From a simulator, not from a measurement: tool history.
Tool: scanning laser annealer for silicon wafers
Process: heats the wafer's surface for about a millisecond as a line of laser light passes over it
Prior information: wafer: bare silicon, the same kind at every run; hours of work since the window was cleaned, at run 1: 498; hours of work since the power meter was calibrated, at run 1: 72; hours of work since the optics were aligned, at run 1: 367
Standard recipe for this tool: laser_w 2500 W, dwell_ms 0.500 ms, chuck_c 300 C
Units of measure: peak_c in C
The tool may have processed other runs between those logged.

run     day  laser_w  dwell_ms  chuck_c  hours of work since the window was cleaned  hours of work since the power meter was calibrated  hours of work since the optics were aligned  peak_c
  1   0.000     2500     0.500      300                                         498                                                  72                                          367    1090
  2   0.588     2500     0.500      340                                         506                                                  79                                          374    1125
  3   0.875     2500     0.500      265                                         509                                                  83                                          378    1055
  4   1.133     2500     0.500      265                                         513                                                  87                                          382    1054
  5   1.725     2500     0.500      297                                         521                                                  94                                          389    1083
  6   2.196     2500     0.482      300                                         527                                                 101                                          396    1073
  7   2.629     2500     0.482      300                                         533                                                 106                                          401    1072
  8   3.225     2500     0.482      300                                         540                                                 114                                          409    1074
  9   3.508     2500     0.482      300                                         544                                                 118                                          413    1073
 10   3.983     2500     0.482      300                                         551                                                 124                                          419    1070
 11   4.304     2500     0.360      300                                         555                                                 129                                          424     966
 12   4.596     2500     0.500      300                                         559                                                 132                                          427    1093
 13   5.212     2500     0.500      300                                         567                                                 141                                          436    1088
 14   5.583     2500     0.500      300                                         572                                                 145                                          441    1089
 15   6.042     2500     0.500      300                                         578                                                 152                                          447    1090
      6.212  -- window over the wafer cleaned
 16   6.475     2500     0.500      300                                           3                                                 156                                          451    1089
 17   6.838     2500     0.500      300                                           8                                                 161                                          456    1089
 18   7.308     2500     0.500      300                                          14                                                 167                                          462    1086
 19   7.683     2500     0.445      300                                          19                                                 172                                          467    1043
 20   8.100     2696     0.500      300                                          25                                                 178                                          473    1171
 21   8.658     2234     0.536      313                                          32                                                 185                                          480    1018
 22   8.912     2234     0.536      313                                          36                                                 188                                          484    1017
 23   9.162     2513     0.391      300                                          39                                                 192                                          487    1003
 24   9.712     2513     0.391      300                                          46                                                 199                                          494    1001
 25  10.146     2513     0.391      300                                          52                                                 205                                          500    1001
 26  10.762     2396     0.437      323                                          60                                                 213                                          508    1021
 27  11.308     2225     0.570      290                                          67                                                 220                                          515    1016
 28  11.858     2225     0.570      290                                          75                                                 227                                          522    1013
 29  12.379     2468     0.581      285                                          82                                                 234                                          529    1123
 30  12.754     2531     0.581      289                                          87                                                 239                                          534    1156

Expected results for the next run?
 31  13.250     2530     0.438      271                                          93                                                 246                                          541       ?

{"run 31": {"peak_c": 1022}}
Take away the tool's hidden state, keep the run-to-run variation as it was, and the same run would have given peak_c 1022 C.

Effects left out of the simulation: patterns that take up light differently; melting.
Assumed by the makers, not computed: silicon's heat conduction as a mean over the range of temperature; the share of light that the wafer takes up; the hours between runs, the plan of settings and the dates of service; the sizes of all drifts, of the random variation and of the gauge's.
